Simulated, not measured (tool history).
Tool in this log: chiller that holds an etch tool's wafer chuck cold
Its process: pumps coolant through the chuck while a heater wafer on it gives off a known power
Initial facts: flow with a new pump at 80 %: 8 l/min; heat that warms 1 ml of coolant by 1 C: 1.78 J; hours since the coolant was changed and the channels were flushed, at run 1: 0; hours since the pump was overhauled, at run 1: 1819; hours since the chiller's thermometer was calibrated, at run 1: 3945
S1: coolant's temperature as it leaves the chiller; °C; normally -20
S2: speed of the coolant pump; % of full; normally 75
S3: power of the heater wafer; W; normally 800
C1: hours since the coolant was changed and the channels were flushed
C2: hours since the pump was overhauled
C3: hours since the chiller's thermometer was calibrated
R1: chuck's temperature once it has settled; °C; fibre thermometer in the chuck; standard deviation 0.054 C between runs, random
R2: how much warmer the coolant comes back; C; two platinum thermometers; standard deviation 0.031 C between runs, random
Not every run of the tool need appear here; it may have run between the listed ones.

{"run": 1, "hour": 0.0, "S1": -20, "S2": 75, "S3": 800, "C1": 0, "C2": 1819, "C3": 3945, "R1": -13.32, "R2": 3.76}
{"hour": 34.7, "done": "chiller's thermometer calibrated"}
{"run": 2, "hour": 52.1, "S1": -20, "S2": 75, "S3": 800, "C1": 51, "C2": 1870, "C3": 17, "R1": -12.39, "R2": 3.76}
{"run": 3, "hour": 109.3, "S1": -20, "S2": 75, "S3": 800, "C1": 108, "C2": 1927, "C3": 75, "R1": -12.44, "R2": 3.75}
{"run": 4, "hour": 143.1, "S1": -20, "S2": 75, "S3": 800, "C1": 142, "C2": 1961, "C3": 108, "R1": -12.5, "R2": 3.75}
{"run": 5, "hour": 189.1, "S1": -20, "S2": 75, "S3": 800, "C1": 188, "C2": 2007, "C3": 154, "R1": -12.43, "R2": 3.73}
{"run": 6, "hour": 257.1, "S1": -20, "S2": 78, "S3": 800, "C1": 256, "C2": 2075, "C3": 222, "R1": -12.69, "R2": 3.66}
{"run": 7, "hour": 320.4, "S1": -20, "S2": 75, "S3": 500, "C1": 319, "C2": 2138, "C3": 286, "R1": -15.38, "R2": 2.4}
{"run": 8, "hour": 350.8, "S1": -13, "S2": 75, "S3": 800, "C1": 350, "C2": 2168, "C3": 316, "R1": -5.35, "R2": 3.81}
{"run": 9, "hour": 414.8, "S1": -13, "S2": 75, "S3": 800, "C1": 414, "C2": 2232, "C3": 380, "R1": -5.38, "R2": 3.79}
{"run": 10, "hour": 446.7, "S1": -13, "S2": 75, "S3": 800, "C1": 446, "C2": 2264, "C3": 412, "R1": -5.47, "R2": 3.78}
{"run": 11, "hour": 503.8, "S1": -29, "S2": 75, "S3": 800, "C1": 503, "C2": 2321, "C3": 469, "R1": -21.46, "R2": 3.77}
{"run": 12, "hour": 537.6, "S1": -20, "S2": 75, "S3": 800, "C1": 537, "C2": 2355, "C3": 503, "R1": -12.39, "R2": 3.85}
{"run": 13, "hour": 575.4, "S1": -20, "S2": 75, "S3": 800, "C1": 574, "C2": 2393, "C3": 541, "R1": -12.48, "R2": 3.83}
{"run": 14, "hour": 605.2, "S1": -20, "S2": 75, "S3": 800, "C1": 604, "C2": 2423, "C3": 571, "R1": -12.44, "R2": 3.78}
{"run": 15, "hour": 652.3, "S1": -20, "S2": 75, "S3": 800, "C1": 651, "C2": 2470, "C3": 618, "R1": -12.52, "R2": 3.8}
{"run": 16, "hour": 708.9, "S1": -20, "S2": 75, "S3": 800, "C1": 708, "C2": 2526, "C3": 674, "R1": -12.51, "R2": 3.81}
{"run": 17, "hour": 759.5, "S1": -20, "S2": 82, "S3": 800, "C1": 759, "C2": 2577, "C3": 725, "R1": -12.87, "R2": 3.41}
{"run": 18, "hour": 802.7, "S1": -21, "S2": 62, "S3": 656, "C1": 802, "C2": 2620, "C3": 768, "R1": -13.94, "R2": 3.83}
{"run": 19, "hour": 859.3, "S1": -24, "S2": 72, "S3": 496, "C1": 858, "C2": 2677, "C3": 825, "R1": -19.3, "R2": 2.45}
{"run": 20, "hour": 923.7, "S1": -15, "S2": 87, "S3": 918, "C1": 923, "C2": 2741, "C3": 889, "R1": -7.15, "R2": 3.65}
{"run": 21, "hour": 992.7, "S1": -29, "S2": 69, "S3": 800, "C1": 992, "C2": 2810, "C3": 958, "R1": -20.98, "R2": 4.22}
{"run": 22, "hour": 1032.6, "S1": -29, "S2": 69, "S3": 800, "C1": 1032, "C2": 2850, "C3": 998, "R1": -20.98, "R2": 4.18}
{"run": 23, "hour": 1087.8, "S1": -16, "S2": 69, "S3": 811, "C1": 1087, "C2": 2905, "C3": 1053, "R1": -7.88, "R2": 4.29}
{"run": 24, "hour": 1127.2, "S1": -13, "S2": 99, "S3": 840, "C1": 1126, "C2": 2945, "C3": 1093, "R1": -6.53, "R2": 2.97}
{"run": 25, "hour": 1160.3, "S1": -14, "S2": 65, "S3": 594, "C1": 1159, "C2": 2978, "C3": 1126, "R1": -7.94, "R2": 3.34}
{"run": 26, "hour": 1202.5, "S1": -17, "S2": 75, "S3": 1110, "C1": 1201, "C2": 3020, "C3": 1168, "R1": -6.49, "R2": 5.35}
{"run": 27, "hour": 1239.7, "S1": -22, "S2": 83, "S3": 1160, "C1": 1239, "C2": 3057, "C3": 1205, "R1": -11.75, "R2": 4.91}
{"run": 28, "hour": 1295.7, "S1": -12, "S2": 83, "S3": 461, "C1": 1295, "C2": 3113, "C3": 1261, "R1": -8.14, "R2": 1.98}
{"run": 29, "hour": 1333.1, "S1": -20, "S2": 92, "S3": 662, "C1": 1332, "C2": 3151, "C3": 1298, "R1": -14.7, "R2": 2.57}
{"run": 30, "hour": 1394.7, "S1": -21, "S2": 63, "S3": 984, "C1": 1394, "C2": 3212, "C3": 1360, "R1": -10.34, "R2": 5.77}
{"run": 31, "hour": 1450.4, "S1": -21, "S2": 63, "S3": 984, "C1": 1449, "C2": 3268, "C3": 1416, "R1": -10.41, "R2": 5.79}

Results per run with the tool's hidden condition removed, run-to-run variation unchanged:
Hidden state present: heat passed by the chuck's channels, % of clean ones'; flow at a given pump speed, % of a new pump's; coolant's true temperature over the reading, C; drift of the gauge itself on chuck_c, C; drift of the gauge itself on warmer_back_c, C.
run=1 R1=-12.58 R2=3.63
run=2 R1=-12.54 R2=3.62
run=3 R1=-12.59 R2=3.61
run=4 R1=-12.64 R2=3.61
run=5 R1=-12.58 R2=3.58
run=6 R1=-12.82 R2=3.51
run=7 R1=-15.42 R2=2.3
run=8 R1=-5.48 R2=3.65
run=9 R1=-5.51 R2=3.63
run=10 R1=-5.6 R2=3.61
run=11 R1=-21.58 R2=3.6
run=12 R1=-12.52 R2=3.67
run=13 R1=-12.6 R2=3.65
run=14 R1=-12.57 R2=3.6
run=15 R1=-12.64 R2=3.61
run=16 R1=-12.63 R2=3.63
run=17 R1=-12.97 R2=3.24
run=18 R1=-14.03 R2=3.64
run=19 R1=-19.28 R2=2.32
run=20 R1=-7.27 R2=3.46
run=21 R1=-21.12 R2=3.99
run=22 R1=-21.11 R2=3.95
run=23 R1=-8.02 R2=4.05
run=24 R1=-6.58 R2=2.81
run=25 R1=-7.96 R2=3.15
run=26 R1=-6.77 R2=5.04
run=27 R1=-12.01 R2=4.63
run=28 R1=-8.02 R2=1.86
run=29 R1=-14.66 R2=2.42
run=30 R1=-10.62 R2=5.42
run=31 R1=-10.7 R2=5.44
